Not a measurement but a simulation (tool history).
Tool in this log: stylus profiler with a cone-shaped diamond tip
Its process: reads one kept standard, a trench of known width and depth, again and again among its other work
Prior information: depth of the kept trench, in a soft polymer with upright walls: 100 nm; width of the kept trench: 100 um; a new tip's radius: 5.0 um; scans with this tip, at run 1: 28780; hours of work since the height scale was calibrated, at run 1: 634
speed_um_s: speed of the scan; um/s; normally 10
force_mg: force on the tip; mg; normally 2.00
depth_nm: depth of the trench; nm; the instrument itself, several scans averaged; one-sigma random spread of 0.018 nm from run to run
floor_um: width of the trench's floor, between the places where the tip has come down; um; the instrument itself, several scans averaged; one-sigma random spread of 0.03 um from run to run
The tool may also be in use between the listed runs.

run	day	speed_um_s	force_mg	scans with this tip	hours of work since the height scale was calibrated	depth_nm	floor_um
1	0.000	10	2.00	28780	634	101.62	96.81
2	4.225	10	2.00	29288	676	101.62	96.80
3	7.683	10	0.71	29704	710	100.88	96.78
4	12.379	10	0.71	30268	757	100.94	96.73
5	16.371	10	0.71	30747	797	100.89	96.78
6	20.775	10	2.30	31277	841	101.79	96.71
7	24.625	7	2.00	31739	880	101.63	96.73
8	30.250	14	2.00	32415	936	101.66	96.66
9	36.238	14	2.00	33134	996	101.69	96.67
10	40.846	14	1.66	33688	1042	101.52	96.62
11	44.792	14	1.66	34162	1081	101.51	96.59
12	49.325	10	2.00	34707	1126	101.70	96.57
13	53.208	10	2.00	35173	1165	101.69	96.60
# day 55.521: new tip fitted, height scale calibrated
14	58.588	10	2.00	369	31	101.51	97.90
15	61.700	10	4.64	743	62	102.63	97.98
16	64.600	10	4.64	1091	91	102.63	97.91
17	69.742	10	4.64	1709	142	102.63	97.88
18	75.775	10	4.64	2434	202	102.64	97.87
19	80.846	10	2.00	3043	253	101.52	97.82
20	85.742	10	2.00	3631	302	101.57	97.79
21	90.546	10	5.06	4208	350	102.81	97.80
22	93.725	10	2.00	4590	382	101.51	97.73
23	98.183	26	2.06	5126	426	101.60	97.67
24	103.333	26	2.06	5745	478	101.59	97.65
25	106.192	2	1.27	6088	506	101.17	97.66
26	110.117	3	4.76	6560	545	102.74	97.68
27	113.442	5	1.54	6959	579	101.31	97.57
28	118.133	3	1.59	7523	626	101.43	97.61
29	122.704	35	3.15	8072	671	102.15	97.54
30	125.775	35	3.15	8441	702	102.14	97.47
31	129.621	2	3.59	8903	740	102.32	97.54
32	132.388	2	0.98	9236	768	101.05	97.51
33	137.267	5	0.94	9822	817	101.05	97.50
34	141.171	5	3.66	10291	856	102.36	97.52
35	144.867	5	3.66	10735	893	102.34	97.46
36	148.588	11	1.26	11182	930	101.24	97.38

Run 37 comes next. What will it give?
37	151.433	11	1.26	11524	958	?	?

{"run 37": {"depth_nm": 101.26, "floor_um": 97.35}}
With no hidden state in the tool, this same run would have given depth_nm 101.09 nm, floor_um 97.93 um.
